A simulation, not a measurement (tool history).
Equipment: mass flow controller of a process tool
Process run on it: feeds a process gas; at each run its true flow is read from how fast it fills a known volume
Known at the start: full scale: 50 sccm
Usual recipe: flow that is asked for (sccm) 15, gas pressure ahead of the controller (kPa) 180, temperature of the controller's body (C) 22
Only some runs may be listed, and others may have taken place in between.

| run | hour | flow that is asked for (sccm) | gas pressure ahead of the controller (kPa) | temperature of the controller's body (C) | true flow (%) |
|---|---|---|---|---|---|
| 1 | 0 | 15 | 180 | 22 | 98.07 |
| 2 | 41.2 | 15 | 180 | 22 | 98.08 |
| 3 | 126.2 | 15 | 180 | 22 | 98 |
| 4 | 203.4 | 15 | 180 | 22 | 98.11 |
| 5 | 244.2 | 15 | 180 | 22 | 98.06 |
| 6 | 312.7 | 23 | 180 | 22 | 98.39 |
| 7 | 390.1 | 23 | 180 | 22 | 98.36 |
| 8 | 429.3 | 23 | 180 | 22 | 98.3 |
| 9 | 512.7 | 23 | 180 | 22 | 98.34 |
| 10 | 575.5 | 23 | 180 | 22 | 98.34 |
| 11 | 653.7 | 15 | 180 | 25 | 98.34 |
| 12 | 733.4 | 15 | 214 | 22 | 98.01 |
| 13 | 805.8 | 15 | 214 | 22 | 97.91 |
| 14 | 875.4 | 15 | 214 | 22 | 98.06 |
| 15 | 947.9 | 15 | 180 | 22 | 98.08 |
| 16 | 989.9 | 15 | 180 | 22 | 98.11 |
| 17 | 1066.6 | 15 | 180 | 22 | 98.16 |
| 18 | 1137.4 | 16 | 180 | 22 | 98.12 |
| 19 | 1202.1 | 16 | 180 | 22 | 98.19 |
| 20 | 1282.6 | 16 | 180 | 22 | 98.12 |
| 21 | 1359.9 | 16 | 180 | 22 | 98.08 |
| 22 | 1398.2 | 16 | 180 | 22 | 98.06 |
| 23 | 1490.2 | 15 | 180 | 22 | 98.15 |
| 24 | 1558.3 | 15 | 180 | 22 | 98.14 |
| 25 | 1604 | 15 | 180 | 29 | 98.72 |
| 26 | 1648.6 | 8 | 177 | 34 | 99.17 |
| 27 | 1716.9 | 36 | 264 | 22 | 98.66 |
| 28 | 1791.6 | 36 | 264 | 22 | 98.73 |
| 29 | 1866.1 | 15 | 180 | 25 | 98.4 |
| 30 | 1960.4 | 13 | 152 | 24 | 98.34 |
| 31 | 2046.7 | 15 | 237 | 22 | 98.07 |
| 32 | 2117.3 | 15 | 237 | 22 | 98.01 |
| 33 | 2173.8 | 8 | 260 | 22 | 98.02 |
| 34 | 2212.9 | 12 | 180 | 36 | 99.35 |
| 35 | 2267.2 | 50 | 195 | 26 | 99.91 |
| 36 | 2321.1 | 50 | 195 | 22 | 99.56 |
| 37 | 2369.5 | 38 | 195 | 22 | 99.03 |
| 38 | 2458.5 | 37 | 184 | 25 | 99.16 |
| 39 | 2535 | 37 | 181 | 29 | 99.51 |
| 40 | 2580.8 | 37 | 181 | 29 | 99.59 |
| 41 | 2665.2 | 14 | 239 | 30 | 98.63 |
| 42 | 2741.8 | 41 | 195 | 31 | 99.76 |
| 43 | 2800.9 | 15 | 166 | 22 | 98.18 |
| 44 | 2879.8 | 15 | 166 | 22 | 98.13 |
| 45 | 2931.2 | 10 | 182 | 33 | 99.08 |
| 46 | 3015 | 11 | 180 | 29 | 98.75 |
| 47 | 3071 | 14 | 180 | 38 | 99.54 |
| 48 | 3112.4 | 15 | 153 | 34 | 99.24 |

Below are 4 alternative next runs, each starting from the tool's condition after run 48. Predict each:
| A | 3154.3 | 11 | 153 | 37 | ? |
| B | 3154.3 | 15 | 216 | 35 | ? |
| C | 3154.3 | 17 | 180 | 25 | ? |
| D | 3154.3 | 28 | 223 | 25 | ? |

| run | true flow (%) |
|---|---|
| A | 99.58 |
| B | 99.19 |
| C | 98.4 |
| D | 98.63 |
Without the tool's hidden state the same runs would have given:
| run | true flow (%) |
|---|---|
| A | 99.15 |
| B | 99 |
| C | 98.29 |
| D | 98.74 |
